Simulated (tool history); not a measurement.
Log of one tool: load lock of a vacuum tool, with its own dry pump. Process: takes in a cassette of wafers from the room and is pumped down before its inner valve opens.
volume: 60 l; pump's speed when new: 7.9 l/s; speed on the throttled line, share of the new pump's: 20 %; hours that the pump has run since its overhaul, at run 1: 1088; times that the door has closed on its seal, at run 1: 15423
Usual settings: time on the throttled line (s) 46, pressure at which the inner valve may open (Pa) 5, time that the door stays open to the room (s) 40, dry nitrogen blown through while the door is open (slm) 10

run	hour	time on the throttled line (s)	pressure at which the inner valve may open (Pa)	time that the door stays open to the room (s)	dry nitrogen blown through while the door is open (slm)	hours that the pump has run since its overhaul	times that the door has closed on its seal	incoming humidity of the room's air, %	time from the closed door until the inner valve may open (s)	rise of the pressure with all valves shut (Pa/min)
1	0	46	5	40	10	1088	15423	45.6	115.1	0.085
2	147.4	46	5	40	10	1235	15919	46.8	115.5	0.092
3	285.8	46	5	40	10	1373	16384	41.1	115.5	0.085
4	424.6	46	5	40	10	1512	16851	45.4	114.3	0.093
5	529.7	46	8	40	10	1617	17204	47.2	110.6	0.097
6	641.2	46	8	40	10	1729	17579	49.6	111.2	0.097
7	711.3	57	8	40	10	1799	17815	45.2	120.2	0.098
8	828.4	57	8	40	10	1916	18209	47.4	119.6	0.096
9	910.2	46	5	40	10	1998	18484	44.8	115.6	0.097
10	980	46	5	40	10	2068	18718	43.9	114.9	0.098
11	1052	46	4	40	10	2140	18961	43.4	118.7	0.097
12	1138.3	46	4	40	10	2226	19251	44	119.8	0.103
13	1267.9	46	5	40	10	2356	19687	44.8	116.2	0.104
14	1351.9	46	6	40	10	2440	19969	46.3	115.4	0.105
15	1435.6	46	5	40	10	2523	20251	45.9	117.2	0.102
16	1524.1	46	5	73	10	2612	20548	41.6	116.7	0.121
17	1639.3	46	5	73	10	2727	20936	46	117.5	0.128
18	1766.4	46	5	73	10	2854	21363	47.2	116.5	0.135
19	1877.2	46	5	40	35	2965	21736	43.9	118	0.105
20	2026.3	46	5	40	35	3114	22237	47.3	117.3	0.102
21	2148.8	66	4	40	35	3236	22649	47.9	135.5	0.108
22	2277	26	5	78	41	3365	23080	46.4	103	0.118
23	2383.6	46	5	27	10	3471	23438	44.8	118	0.116
24	2496.9	37	5	40	10	3585	23819	41.4	111.8	0.123
25	2620.3	37	5	40	10	3708	24234	44.8	110.8	0.131
26	2736.7	26	5	112	10	3824	24626	45.8	103.3	0.17
27	2876.6	32	5	117	10	3964	25096	47.1	108.3	0.181
28	2946.7	36	5	40	10	4034	25332	47	110.6	0.134
29	3036.5	88	7	71	24	4124	25634	45.5	148.7	0.14
30	3130.1	88	7	71	24	4218	25948	45.8	149.4	0.154
31	3192.3	88	7	71	24	4280	26158	40.6	150.1	0.142
32	3285.2	46	5	40	34	4373	26470	45	119.1	0.137
33	3393.1	90	9	40	10	4481	26833	45.8	148.2	0.15
34	3498	90	9	40	10	4586	27185	43	149.8	0.15
35	3626.8	90	7	40	16	4715	27619	47.3	150.9	0.146
36	3773.5	39	5	40	10	4861	28112	47.1	115.1	0.161

5 ways to go on from here, each from the tool as it stands after run 36. What would each give?
A	3878.4	46	5	34	25	4966	28465	47.7	?	?
B	3878.4	46	6	40	9	4966	28465	46.7	?	?
C	3878.4	31	5	63	29	4966	28465	46.6	?	?
D	3878.4	28	5	75	20	4966	28465	43.2	?	?
E	3878.4	25	5	83	5	4966	28465	44.9	?	?

run	time from the closed door until the inner valve may open (s)	rise of the pressure with all valves shut (Pa/min)
A	120	0.151
B	119.1	0.159
C	109.1	0.15
D	107.4	0.17
E	104.4	0.187
Without the tool's hidden state the same runs would have given:
run	time from the closed door until the inner valve may open (s)	rise of the pressure with all valves shut (Pa/min)
A	112.9	0.03
B	112.1	0.038
C	101.4	0.032
D	99.7	0.047
E	96.7	0.067
